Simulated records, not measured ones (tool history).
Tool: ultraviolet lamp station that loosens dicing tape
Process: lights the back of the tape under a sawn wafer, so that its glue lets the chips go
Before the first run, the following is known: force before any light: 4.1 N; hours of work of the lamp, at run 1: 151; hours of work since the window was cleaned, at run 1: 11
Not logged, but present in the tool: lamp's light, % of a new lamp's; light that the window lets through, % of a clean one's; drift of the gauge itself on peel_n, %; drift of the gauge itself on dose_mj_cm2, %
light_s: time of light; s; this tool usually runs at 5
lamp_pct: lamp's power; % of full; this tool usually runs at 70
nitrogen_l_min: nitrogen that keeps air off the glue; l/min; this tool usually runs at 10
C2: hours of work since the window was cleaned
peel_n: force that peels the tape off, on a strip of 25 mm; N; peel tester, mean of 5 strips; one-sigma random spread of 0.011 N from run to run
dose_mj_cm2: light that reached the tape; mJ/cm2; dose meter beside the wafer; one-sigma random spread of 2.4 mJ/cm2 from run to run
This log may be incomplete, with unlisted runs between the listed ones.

{"run": 1, "hour": 0.0, "light_s": 5, "lamp_pct": 70, "nitrogen_l_min": 10, "hours of work of the lamp": 151, "C2": 11, "peel_n": 0.535, "dose_mj_cm2": 255}
{"run": 2, "hour": 29.6, "light_s": 5, "lamp_pct": 98, "nitrogen_l_min": 10, "hours of work of the lamp": 173, "C2": 33, "peel_n": 0.341, "dose_mj_cm2": 351}
{"run": 3, "hour": 67.9, "light_s": 5, "lamp_pct": 98, "nitrogen_l_min": 10, "hours of work of the lamp": 201, "C2": 61, "peel_n": 0.346, "dose_mj_cm2": 350}
{"run": 4, "hour": 106.9, "light_s": 5, "lamp_pct": 98, "nitrogen_l_min": 10, "hours of work of the lamp": 230, "C2": 89, "peel_n": 0.357, "dose_mj_cm2": 347}
{"run": 5, "hour": 143.3, "light_s": 5, "lamp_pct": 98, "nitrogen_l_min": 10, "hours of work of the lamp": 256, "C2": 116, "peel_n": 0.354, "dose_mj_cm2": 340}
{"run": 6, "hour": 183.3, "light_s": 5, "lamp_pct": 98, "nitrogen_l_min": 10, "hours of work of the lamp": 286, "C2": 145, "peel_n": 0.355, "dose_mj_cm2": 331}
{"run": 7, "hour": 225.7, "light_s": 5, "lamp_pct": 80, "nitrogen_l_min": 10, "hours of work of the lamp": 317, "C2": 176, "peel_n": 0.5, "dose_mj_cm2": 268}
{"run": 8, "hour": 265.1, "light_s": 5, "lamp_pct": 70, "nitrogen_l_min": 10, "hours of work of the lamp": 346, "C2": 205, "peel_n": 0.619, "dose_mj_cm2": 227}
{"run": 9, "hour": 301.4, "light_s": 5, "lamp_pct": 70, "nitrogen_l_min": 10, "hours of work of the lamp": 372, "C2": 232, "peel_n": 0.662, "dose_mj_cm2": 222}
{"run": 10, "hour": 335.5, "light_s": 5, "lamp_pct": 72, "nitrogen_l_min": 4, "hours of work of the lamp": 397, "C2": 257, "peel_n": 0.941, "dose_mj_cm2": 224}
{"run": 11, "hour": 357.1, "light_s": 8, "lamp_pct": 78, "nitrogen_l_min": 13, "hours of work of the lamp": 413, "C2": 273, "peel_n": 0.271, "dose_mj_cm2": 393}
{"run": 12, "hour": 400.7, "light_s": 8, "lamp_pct": 62, "nitrogen_l_min": 3, "hours of work of the lamp": 445, "C2": 305, "peel_n": 0.683, "dose_mj_cm2": 308}
{"run": 13, "hour": 426.4, "light_s": 8, "lamp_pct": 62, "nitrogen_l_min": 3, "hours of work of the lamp": 464, "C2": 323, "peel_n": 0.685, "dose_mj_cm2": 299}
{"run": 14, "hour": 446.9, "light_s": 5, "lamp_pct": 89, "nitrogen_l_min": 5, "hours of work of the lamp": 479, "C2": 338, "peel_n": 0.648, "dose_mj_cm2": 267}
{"run": 15, "hour": 484.2, "light_s": 5, "lamp_pct": 68, "nitrogen_l_min": 10, "hours of work of the lamp": 506, "C2": 366, "peel_n": 0.778, "dose_mj_cm2": 197}
{"run": 16, "hour": 523.3, "light_s": 4, "lamp_pct": 88, "nitrogen_l_min": 4, "hours of work of the lamp": 535, "C2": 394, "peel_n": 1.042, "dose_mj_cm2": 204}
{"run": 17, "hour": 565.8, "light_s": 4, "lamp_pct": 68, "nitrogen_l_min": 5, "hours of work of the lamp": 566, "C2": 425, "peel_n": 1.366, "dose_mj_cm2": 158}

3 ways to go on from here, each from the tool as it stands after run 17. What would each give?
{"hour": 585.7, "done": "window cleaned of glue's vapour"}
{"run": "A", "hour": 591.5, "light_s": 3, "lamp_pct": 70, "nitrogen_l_min": 9, "hours of work of the lamp": 584, "C2": 4, "peel_n": "?", "dose_mj_cm2": "?"}
{"hour": 585.7, "done": "window cleaned of glue's vapour"}
{"run": "B", "hour": 591.5, "light_s": 4, "lamp_pct": 88, "nitrogen_l_min": 5, "hours of work of the lamp": 584, "C2": 4, "peel_n": "?", "dose_mj_cm2": "?"}
{"hour": 585.7, "done": "window cleaned of glue's vapour"}
{"run": "C", "hour": 591.5, "light_s": 4, "lamp_pct": 92, "nitrogen_l_min": 5, "hours of work of the lamp": 584, "C2": 4, "peel_n": "?", "dose_mj_cm2": "?"}

run=A peel_n=1.400 dose_mj_cm2=130
run=B peel_n=0.903 dose_mj_cm2=217
run=C peel_n=0.861 dose_mj_cm2=228
Stripped of hidden state, with their random variation kept, the same runs would have yielded:
run=A peel_n=1.072 dose_mj_cm2=165
run=B peel_n=0.641 dose_mj_cm2=275
run=C peel_n=0.610 dose_mj_cm2=288
